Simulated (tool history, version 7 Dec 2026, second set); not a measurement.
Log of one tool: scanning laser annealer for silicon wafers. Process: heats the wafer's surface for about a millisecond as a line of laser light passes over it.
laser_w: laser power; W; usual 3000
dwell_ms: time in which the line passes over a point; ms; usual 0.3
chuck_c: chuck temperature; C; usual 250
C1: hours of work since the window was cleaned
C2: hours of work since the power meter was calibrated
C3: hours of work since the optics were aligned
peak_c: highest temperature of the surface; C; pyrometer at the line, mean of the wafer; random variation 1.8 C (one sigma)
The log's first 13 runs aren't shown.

Run 14, hour 166.8: usual settings but laser_w 3052 W; C1 392; C2 228; C3 1088. Result: peak_c 1093 C.
Run 15, hour 174.8: usual settings but chuck_c 215 C; C1 396; C2 232; C3 1092. Result: peak_c 1041 C.
Run 16, hour 192.5: usual settings but laser_w 2778 W; C1 404; C2 241; C3 1100. Result: peak_c 1001 C.
Run 17, hour 206.8: usual settings but chuck_c 259 C; C1 411; C2 247; C3 1107. Result: peak_c 1085 C.
Run 18, hour 215.6: usual settings but dwell_ms 0.28 ms, chuck_c 259 C; C1 415; C2 251; C3 1111. Result: peak_c 1052 C.
Run 19, hour 232.7: usual settings but dwell_ms 0.28 ms, chuck_c 259 C; C1 423; C2 260; C3 1119. Result: peak_c 1054 C.
Run 20, hour 245.2: usual settings; C1 429; C2 266; C3 1125. Result: peak_c 1079 C.
Run 21, hour 256.2: usual settings but laser_w 3055 W, dwell_ms 0.317 ms, chuck_c 247 C; C1 435; C2 271; C3 1131. Result: peak_c 1123 C.
Run 22, hour 265.4: usual settings but laser_w 3055 W, dwell_ms 0.317 ms, chuck_c 247 C; C1 439; C2 275; C3 1135. Result: peak_c 1122 C.
Run 23, hour 275.7: usual settings but laser_w 3055 W, dwell_ms 0.317 ms, chuck_c 247 C; C1 444; C2 280; C3 1140. Result: peak_c 1119 C.
At hour 281.6: window over the wafer cleaned.
Run 24, hour 288.4: usual settings but chuck_c 276 C; C1 3; C2 285; C3 1145. Result: peak_c 1106 C.
Run 25, hour 306.5: usual settings but chuck_c 276 C; C1 12; C2 294; C3 1153. Result: peak_c 1103 C.
Run 26, hour 314.1: usual settings but laser_w 3007 W, dwell_ms 0.217 ms, chuck_c 218 C; C1 15; C2 297; C3 1157. Result: peak_c 908 C.

The next listed run, before its measurement:
At hour 320.3: optics aligned, line set to its width.
Run 27, hour 332: usual settings but chuck_c 240 C; C1 22; C2 303; C3 6. Result: peak_c ?.

{"run 27": {"peak_c": 1073}}
Without the tool's hidden state the same run would have given peak_c 1073 C.
